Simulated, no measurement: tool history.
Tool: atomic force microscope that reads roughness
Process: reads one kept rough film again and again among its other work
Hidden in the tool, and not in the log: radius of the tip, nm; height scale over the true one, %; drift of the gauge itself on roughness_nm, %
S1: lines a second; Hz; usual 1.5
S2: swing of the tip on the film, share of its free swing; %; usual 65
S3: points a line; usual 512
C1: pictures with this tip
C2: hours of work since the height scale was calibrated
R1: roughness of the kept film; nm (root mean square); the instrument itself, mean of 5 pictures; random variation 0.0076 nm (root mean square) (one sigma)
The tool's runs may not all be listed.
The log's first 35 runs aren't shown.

Run 36, hour 267: usual settings but S1 0.97 Hz, S2 55 %, S3 605; C1 33; C2 415. Result: R1 1.682 nm (root mean square).
Run 37, hour 276: usual settings but S2 57 %, S3 284; C1 51; C2 422. Result: R1 1.651 nm (root mean square).
Run 38, hour 281.9: usual settings but S2 57 %, S3 284; C1 62; C2 426. Result: R1 1.638 nm (root mean square).
Run 39, hour 290.5: usual settings but S1 3.3 Hz, S2 82 %, S3 506; C1 79; C2 433. Result: R1 1.22 nm (root mean square).
Run 40, hour 295.6: usual settings but S1 3.3 Hz, S2 82 %, S3 506; C1 89; C2 436. Result: R1 1.2 nm (root mean square).
Run 41, hour 305.9: usual settings but S1 2.04 Hz, S2 60 %, S3 372; C1 110; C2 444. Result: R1 1.611 nm (root mean square).
Run 42, hour 315.9: usual settings but S2 60 %, S3 260; C1 130; C2 452. Result: R1 1.62 nm (root mean square).
Run 43, hour 323.8: usual settings but S3 883; C1 145; C2 458. Result: R1 1.592 nm (root mean square).
Run 44, hour 331.8: usual settings but S2 87 %, S3 594; C1 161; C2 464. Result: R1 1.39 nm (root mean square).
Run 45, hour 342.3: usual settings but S2 87 %, S3 594; C1 182; C2 472. Result: R1 1.377 nm (root mean square).
Run 46, hour 347.6: usual settings but S1 0.94 Hz, S2 85 %; C1 193; C2 476. Result: R1 1.509 nm (root mean square).
Run 47, hour 358.4: usual settings but S1 0.94 Hz, S2 85 %; C1 214; C2 484. Result: R1 1.514 nm (root mean square).
Run 48, hour 368.9: usual settings but S1 0.68 Hz, S3 523; C1 235; C2 492. Result: R1 1.659 nm (root mean square).
Run 49, hour 378: usual settings but S1 3.01 Hz, S2 88 %, S3 277; C1 253; C2 499. Result: R1 1.137 nm (root mean square).
Run 50, hour 383.9: usual settings but S1 1.33 Hz, S2 81 %, S3 564; C1 265; C2 503. Result: R1 1.487 nm (root mean square).
Run 51, hour 393.9: usual settings but S1 0.54 Hz, S2 61 %; C1 285; C2 511. Result: R1 1.698 nm (root mean square).

Forecast each of these 3 alternatives for the next run:
At hour 395.3: new tip fitted.
Run A, hour 404.7: usual settings but S1 1.4 Hz, S2 77 %, S3 324; C1 18; C2 518. Result: R1 ?.
At hour 395.3: new tip fitted.
Run B, hour 404.7: usual settings but S1 3.64 Hz, S2 59 %, S3 580; C1 18; C2 518. Result: R1 ?.
At hour 395.3: new tip fitted.
Run C, hour 404.7: usual settings but S1 0.54 Hz, S2 55 %, S3 1002; C1 18; C2 518. Result: R1 ?.

run     R1
  A  1.517
  B   1.53
  C   1.71
Without the tool's hidden state the same runs would have given:
run     R1
  A  1.517
  B   1.53
  C   1.71
